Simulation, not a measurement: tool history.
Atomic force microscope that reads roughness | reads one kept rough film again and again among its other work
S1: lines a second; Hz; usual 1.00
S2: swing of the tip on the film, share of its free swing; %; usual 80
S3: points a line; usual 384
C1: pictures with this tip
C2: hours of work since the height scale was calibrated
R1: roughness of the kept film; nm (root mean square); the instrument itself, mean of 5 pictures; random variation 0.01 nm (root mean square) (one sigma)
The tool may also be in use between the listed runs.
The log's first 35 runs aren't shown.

run,hour,S1,S2,S3,C1,C2,R1
36,287.8,0.83,55,666,101,25,2.316
# hour 290.4: height scale calibrated on a step standard, once more
37,299.0,3.53,76,1020,111,4,1.936
# hour 303.5: new tip fitted
38,309.7,3.53,76,1020,6,8,2.103
39,317.9,3.53,76,1020,14,11,2.092
40,324.9,3.53,81,1020,21,14,1.980
41,331.2,0.53,82,1020,27,17,2.363
42,336.3,1.00,80,540,31,19,2.308
43,347.3,2.29,64,682,42,24,2.295
44,356.1,1.43,80,365,50,27,2.222
45,364.2,1.43,80,609,58,31,2.178
46,375.8,1.43,70,879,69,36,2.272
47,382.2,1.49,72,384,75,38,2.238

5 ways to go on from here, each from the tool as it stands after run 47. What would each give?
A,391.6,1.67,80,384,84,42,?
B,391.6,0.56,61,914,84,42,?
C,391.6,0.79,55,295,84,42,?
D,391.6,0.87,62,384,84,42,?
E,391.6,1.39,82,468,84,42,?

run,R1
A,2.126
B,2.318
C,2.332
D,2.311
E,2.150
Without the tool's hidden state the same runs would have given:
run,R1
A,2.270
B,2.475
C,2.491
D,2.468
E,2.297
